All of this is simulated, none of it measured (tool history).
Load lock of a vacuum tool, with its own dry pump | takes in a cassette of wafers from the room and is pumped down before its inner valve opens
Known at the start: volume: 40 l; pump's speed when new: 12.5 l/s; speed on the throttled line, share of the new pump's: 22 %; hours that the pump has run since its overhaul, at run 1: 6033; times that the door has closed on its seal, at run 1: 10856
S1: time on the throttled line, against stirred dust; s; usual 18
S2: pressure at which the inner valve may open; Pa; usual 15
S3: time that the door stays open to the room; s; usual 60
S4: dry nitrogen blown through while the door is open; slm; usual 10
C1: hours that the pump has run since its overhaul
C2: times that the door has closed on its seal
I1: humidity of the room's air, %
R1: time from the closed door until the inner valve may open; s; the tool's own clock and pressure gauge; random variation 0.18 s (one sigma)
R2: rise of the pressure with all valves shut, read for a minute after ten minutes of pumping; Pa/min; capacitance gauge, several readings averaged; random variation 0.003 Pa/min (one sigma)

Run 1, day 0.000: usual settings; C1 6033; C2 10856; I1 50.1. Result: R1 42.2 s, R2 0.011 Pa/min.
Run 2, day 14.954: usual settings; C1 6392; C2 12076; I1 43.4. Result: R1 42.6 s, R2 0.015 Pa/min.
Run 3, day 26.917: usual settings but S1 19 s; C1 6679; C2 13052; I1 46.8. Result: R1 43.2 s, R2 0.015 Pa/min.
Run 4, day 52.125: usual settings; C1 7284; C2 15109; I1 45.9. Result: R1 42.3 s, R2 0.015 Pa/min.
Run 5, day 65.088: usual settings but S2 16 Pa; C1 7595; C2 16166; I1 44.0. Result: R1 42.1 s, R2 0.022 Pa/min.
Run 6, day 90.296: usual settings but S2 16 Pa; C1 8200; C2 18223; I1 42.3. Result: R1 42.3 s, R2 0.011 Pa/min.
Run 7, day 114.579: usual settings but S2 16 Pa, S3 66 s; C1 8783; C2 20205; I1 43.4. Result: R1 42.4 s, R2 0.013 Pa/min.
Run 8, day 127.362: usual settings but S2 16 Pa, S3 66 s; C1 9089; C2 21248; I1 45.1. Result: R1 42.1 s, R2 0.020 Pa/min.
Run 9, day 151.775: usual settings but S2 16 Pa, S3 66 s; C1 9675; C2 23240; I1 42.1. Result: R1 42.0 s, R2 0.013 Pa/min.
Run 10, day 173.538: usual settings but S1 24 s; C1 10198; C2 25015; I1 45.8. Result: R1 46.9 s, R2 0.017 Pa/min.
Run 11, day 198.650: usual settings but S1 24 s; C1 10800; C2 27064; I1 45.7. Result: R1 47.0 s, R2 0.015 Pa/min.
Run 12, day 218.596: usual settings but S1 24 s; C1 11279; C2 28692; I1 44.9. Result: R1 47.1 s, R2 0.017 Pa/min.

Forecast run 13:
Run 13, day 233.408: usual settings but S1 29 s, S2 20 Pa, S3 169 s, S4 6 slm; C1 11635; C2 29900; I1 47.1. Result: R1 ?, R2 ?.

Run 13 gave R1 49.8 s, R2 0.042 Pa/min.
Without the tool's hidden state the same run would have given R1 49.8 s, R2 0.042 Pa/min.
